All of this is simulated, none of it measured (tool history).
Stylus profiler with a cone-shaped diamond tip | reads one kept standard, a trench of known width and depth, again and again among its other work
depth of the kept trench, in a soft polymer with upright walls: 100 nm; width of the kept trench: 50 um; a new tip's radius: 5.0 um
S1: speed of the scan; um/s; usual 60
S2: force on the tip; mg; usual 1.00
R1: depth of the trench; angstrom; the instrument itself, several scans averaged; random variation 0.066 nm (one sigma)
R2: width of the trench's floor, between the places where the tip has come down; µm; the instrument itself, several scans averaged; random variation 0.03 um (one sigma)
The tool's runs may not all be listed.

| run | hour | S1 | S2 | R1 | R2 |
|---|---|---|---|---|---|
| 1 | 0.0 | 60 | 1.00 | 1012.3 | 46.28 |
| 2 | 98.9 | 60 | 1.00 | 1011.5 | 46.26 |
| 3 | 176.4 | 60 | 1.00 | 1010.9 | 46.28 |
| 4 | 285.4 | 60 | 1.00 | 1012.5 | 46.23 |
| 5 | 426.6 | 60 | 0.65 | 1009.7 | 46.04 |
| 6 | 547.6 | 60 | 1.00 | 1012.4 | 46.13 |
| 7 | 662.3 | 60 | 1.00 | 1012.7 | 46.12 |
|  | 680.1 | new tip fitted, height scale calibrated |
| 8 | 750.3 | 60 | 1.00 | 1008.4 | 47.43 |
| 9 | 862.1 | 60 | 1.00 | 1008.9 | 47.38 |
| 10 | 949.9 | 60 | 1.00 | 1010.0 | 47.41 |
| 11 | 1059.0 | 70 | 1.00 | 1011.8 | 47.21 |
| 12 | 1190.2 | 66 | 1.00 | 1009.8 | 47.29 |
| 13 | 1310.1 | 66 | 1.00 | 1011.2 | 47.13 |
| 14 | 1444.0 | 60 | 0.96 | 1010.5 | 47.17 |
| 15 | 1533.9 | 60 | 0.96 | 1011.1 | 47.10 |
| 16 | 1594.0 | 22 | 1.00 | 1011.8 | 47.42 |
| 17 | 1726.0 | 22 | 1.00 | 1011.7 | 47.37 |
| 18 | 1843.5 | 22 | 1.00 | 1010.3 | 47.32 |
| 19 | 1962.7 | 22 | 1.00 | 1011.5 | 47.26 |
| 20 | 2070.8 | 22 | 1.00 | 1011.7 | 47.15 |
| 21 | 2203.6 | 39 | 1.00 | 1013.9 | 47.03 |
| 22 | 2274.8 | 112 | 0.76 | 1010.8 | 46.24 |
| 23 | 2410.6 | 98 | 2.05 | 1018.4 | 46.74 |
| 24 | 2547.3 | 165 | 0.52 | 1010.8 | 45.30 |
|  | 2645.9 | height scale calibrated on a step standard |
| 25 | 2684.6 | 131 | 0.53 | 1005.9 | 45.64 |
| 26 | 2752.2 | 45 | 2.86 | 1016.3 | 46.97 |
| 27 | 2885.8 | 45 | 2.86 | 1016.4 | 46.92 |
| 28 | 3018.5 | 45 | 2.86 | 1016.5 | 46.77 |
| 29 | 3080.5 | 45 | 2.86 | 1017.0 | 46.79 |
| 30 | 3185.3 | 48 | 2.00 | 1013.6 | 46.65 |
| 31 | 3253.4 | 35 | 0.63 | 1006.9 | 46.62 |
| 32 | 3369.0 | 88 | 0.37 | 1005.0 | 45.72 |
| 33 | 3475.4 | 88 | 0.37 | 1006.5 | 45.63 |
| 34 | 3551.9 | 60 | 0.47 | 1005.9 | 46.13 |
| 35 | 3679.2 | 62 | 0.46 | 1007.2 | 46.04 |
| 36 | 3818.9 | 63 | 1.48 | 1013.0 | 46.33 |
| 37 | 3945.4 | 23 | 1.23 | 1013.0 | 46.58 |
| 38 | 4042.8 | 56 | 1.85 | 1015.9 | 46.38 |

4 ways to go on from here, each from the tool as it stands after run 38. What would each give?
| A | 4124.0 | 34 | 0.54 | ? | ? |
| B | 4124.0 | 60 | 3.00 | ? | ? |
| C | 4124.0 | 20 | 1.57 | ? | ? |
| D | 4124.0 | 15 | 0.39 | ? | ? |

| run | R1 | R2 |
|---|---|---|
| A | 1009.3 | 46.27 |
| B | 1020.4 | 46.39 |
| C | 1013.5 | 46.56 |
| D | 1007.8 | 46.56 |
Without the tool's hidden state the same runs would have given:
| run | R1 | R2 |
|---|---|---|
| A | 1005.8 | 47.59 |
| B | 1016.8 | 47.71 |
| C | 1010.0 | 47.88 |
| D | 1004.3 | 47.88 |

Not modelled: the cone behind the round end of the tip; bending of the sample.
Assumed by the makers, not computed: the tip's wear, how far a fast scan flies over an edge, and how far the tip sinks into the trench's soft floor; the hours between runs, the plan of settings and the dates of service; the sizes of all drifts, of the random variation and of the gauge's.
